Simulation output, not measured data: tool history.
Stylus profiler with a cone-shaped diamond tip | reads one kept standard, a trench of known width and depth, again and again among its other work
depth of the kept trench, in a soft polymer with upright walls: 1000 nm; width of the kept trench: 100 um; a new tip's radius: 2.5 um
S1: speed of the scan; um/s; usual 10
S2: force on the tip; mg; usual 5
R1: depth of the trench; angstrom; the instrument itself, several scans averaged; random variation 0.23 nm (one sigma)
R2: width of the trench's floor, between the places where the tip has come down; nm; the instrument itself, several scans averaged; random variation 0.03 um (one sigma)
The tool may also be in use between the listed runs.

run,day,S1,S2,R1,R2
1,0,10,5,10230.9,95860
2,0.829,10,5,10233.5,95870
3,1.367,10,5,10232.1,95870
4,2.204,10,5,10230.3,95890
5,2.679,10,5,10232.4,95830
6,3.417,10,5,10227.2,95870
7,4.042,10,5,10228,95830
8,4.388,10,5,10228.5,95840
9,4.862,10,5,10231.6,95860
10,5.679,2,5,10231.2,95840
11,6.404,14,5,10228.7,95910
12,7.15,14,5,10228,95820
13,7.729,14,5,10228.7,95830
14,8.45,14,5,10234.8,95770
15,9.05,10,8.23,10326,95800
16,9.817,4,7.5,10304.5,95840
17,10.371,4,7.5,10304,95870
18,10.792,6,2.82,10152,95780
19,11.233,32,5,10227,95790
20,12.033,2,6.35,10272.7,95830
21,12.633,5,5,10226,95830
22,13.033,8,5,10226.9,95790
23,13.492,21,5,10226.8,95790
24,14.204,33,5,10228.7,95750
25,14.862,4,4.57,10210.9,95820
26,15.254,3,1.96,10114,95790
27,15.85,3,1.96,10112.2,95820
28,16.533,26,6.64,10276.1,95760

4 ways to go on from here, each from the tool as it stands after run 28. What would each give?
A,17.192,2,3.21,?,?
B,17.192,20,2.74,?,?
C,17.192,3,3.35,?,?
D,17.192,6,3.28,?,?

run,R1,R2
A,10162.7,95810
B,10146.3,95720
C,10169,95810
D,10166.5,95770
Without the tool's hidden state the same runs would have given:
run,R1,R2
A,10181.9,95990
B,10165.4,95910
C,10188.2,95990
D,10185.7,95960
